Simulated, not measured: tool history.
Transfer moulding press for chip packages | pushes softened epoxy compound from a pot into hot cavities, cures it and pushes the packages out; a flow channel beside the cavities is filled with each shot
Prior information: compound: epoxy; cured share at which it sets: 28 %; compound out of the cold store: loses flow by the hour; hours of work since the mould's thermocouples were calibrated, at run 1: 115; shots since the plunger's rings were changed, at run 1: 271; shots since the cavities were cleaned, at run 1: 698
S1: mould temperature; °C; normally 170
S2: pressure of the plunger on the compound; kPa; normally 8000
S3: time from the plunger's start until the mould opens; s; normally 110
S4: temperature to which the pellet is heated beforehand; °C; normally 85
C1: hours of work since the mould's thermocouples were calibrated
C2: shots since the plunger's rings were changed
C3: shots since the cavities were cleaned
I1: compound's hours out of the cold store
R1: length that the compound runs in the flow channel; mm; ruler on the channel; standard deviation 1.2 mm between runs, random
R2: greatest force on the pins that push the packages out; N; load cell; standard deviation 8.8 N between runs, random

Run 1, hour 0: usual settings; C1 115; C2 271; C3 698; I1 43.8. Result: R1 858 mm, R2 700 N.
Run 2, hour 12.5: usual settings; C1 121; C2 372; C3 799; I1 26.1. Result: R1 955 mm, R2 710 N.
At hour 22.1: cavities cleaned with cleaning compound and waxed.
Run 3, hour 34.1: usual settings but S1 162 °C; C1 130; C2 534; C3 97; I1 45.7. Result: R1 878 mm, R2 667 N.
Run 4, hour 44.2: usual settings but S3 130 s; C1 135; C2 615; C3 178; I1 22.1. Result: R1 976 mm, R2 484 N.
Run 5, hour 56.7: usual settings; C1 141; C2 715; C3 278; I1 17.3. Result: R1 1007 mm, R2 600 N.
Run 6, hour 75.1: usual settings; C1 150; C2 863; C3 426; I1 35. Result: R1 902 mm, R2 643 N.
Run 7, hour 89.9: usual settings but S3 107 s; C1 157; C2 983; C3 546; I1 8.8. Result: R1 1058 mm, R2 696 N.
Run 8, hour 100.4: usual settings; C1 163; C2 1067; C3 630; I1 17.1. Result: R1 1003 mm, R2 667 N.
Run 9, hour 116.4: usual settings but S2 6830 kPa; C1 170; C2 1196; C3 759; I1 23.8. Result: R1 888 mm, R2 715 N.
At hour 130.6: cavities cleaned with cleaning compound and waxed.
Run 10, hour 135.4: usual settings; C1 179; C2 1337; C3 38; I1 40.7. Result: R1 865 mm, R2 427 N.
Run 11, hour 154.5: usual settings but S3 126 s; C1 188; C2 1491; C3 192; I1 30.8. Result: R1 919 mm, R2 506 N.
Run 12, hour 171.3: usual settings but S3 126 s; C1 196; C2 1626; C3 327; I1 43.2. Result: R1 851 mm, R2 544 N.
Run 13, hour 187.7: usual settings but S3 126 s; C1 204; C2 1758; C3 459; I1 11.6. Result: R1 1032 mm, R2 619 N.
Run 14, hour 200: usual settings but S3 126 s; C1 210; C2 1857; C3 558; I1 44.5. Result: R1 843 mm, R2 598 N.
Run 15, hour 212.9: usual settings but S3 149 s; C1 216; C2 1961; C3 662; I1 47.3. Result: R1 828 mm, R2 616 N.
Run 16, hour 229.7: usual settings but S2 7160 kPa, S3 132 s, S4 76 °C; C1 224; C2 2097; C3 798; I1 12.8. Result: R1 968 mm, R2 660 N.
At hour 238.6: cavities cleaned with cleaning compound and waxed.
Run 17, hour 247.7: usual settings but S1 169 °C, S2 8040 kPa; C1 232; C2 2229; C3 73; I1 33.3. Result: R1 905 mm, R2 465 N.
Run 18, hour 269.5: usual settings but S1 168 °C, S2 8760 kPa, S3 126 s, S4 79 °C; C1 243; C2 2404; C3 248; I1 36.8. Result: R1 927 mm, R2 579 N.
At hour 286.8: plunger's sealing rings changed.
Run 19, hour 289.4: usual settings but S1 168 °C, S2 8760 kPa, S3 126 s, S4 79 °C; C1 251; C2 21; C3 389; I1 19.7. Result: R1 1050 mm, R2 606 N.
Run 20, hour 302.1: usual settings but S2 6600 kPa, S3 105 s, S4 92 °C; C1 257; C2 123; C3 491; I1 42.3. Result: R1 786 mm, R2 677 N.
Run 21, hour 321.1: usual settings but S1 173 °C, S4 86 °C; C1 267; C2 276; C3 644; I1 28.1. Result: R1 934 mm, R2 613 N.
Run 22, hour 333.5: usual settings but S1 164 °C, S3 108 s; C1 273; C2 376; C3 744; I1 9.7. Result: R1 1084 mm, R2 1000 N.
At hour 349.4: cavities cleaned with cleaning compound and waxed.
Run 23, hour 355.7: usual settings but S2 9630 kPa, S3 100 s, S4 79 °C; C1 283; C2 543; C3 51; I1 9.8. Result: R1 1157 mm, R2 483 N.
Run 24, hour 372.9: usual settings but S2 9630 kPa, S3 100 s, S4 79 °C; C1 291; C2 681; C3 189; I1 24. Result: R1 1060 mm, R2 613 N.
Run 25, hour 392.4: usual settings but S2 6140 kPa, S3 125 s; C1 300; C2 838; C3 346; I1 9.7. Result: R1 921 mm, R2 556 N.
Run 26, hour 404.7: usual settings but S2 6140 kPa, S3 92 s; C1 306; C2 937; C3 445; I1 18.2. Result: R1 872 mm, R2 822 N.

Forecast run 27:
Run 27, hour 419.8: usual settings but S2 7000 kPa, S3 92 s, S4 86 °C; C1 314; C2 1058; C3 566; I1 29.9. Result: R1 ?, R2 ?.

Run 27 measured R1 866 mm, R2 831 N.
Minus the tool's unlogged condition, the same run would have read R1 876 mm, R2 496 N.
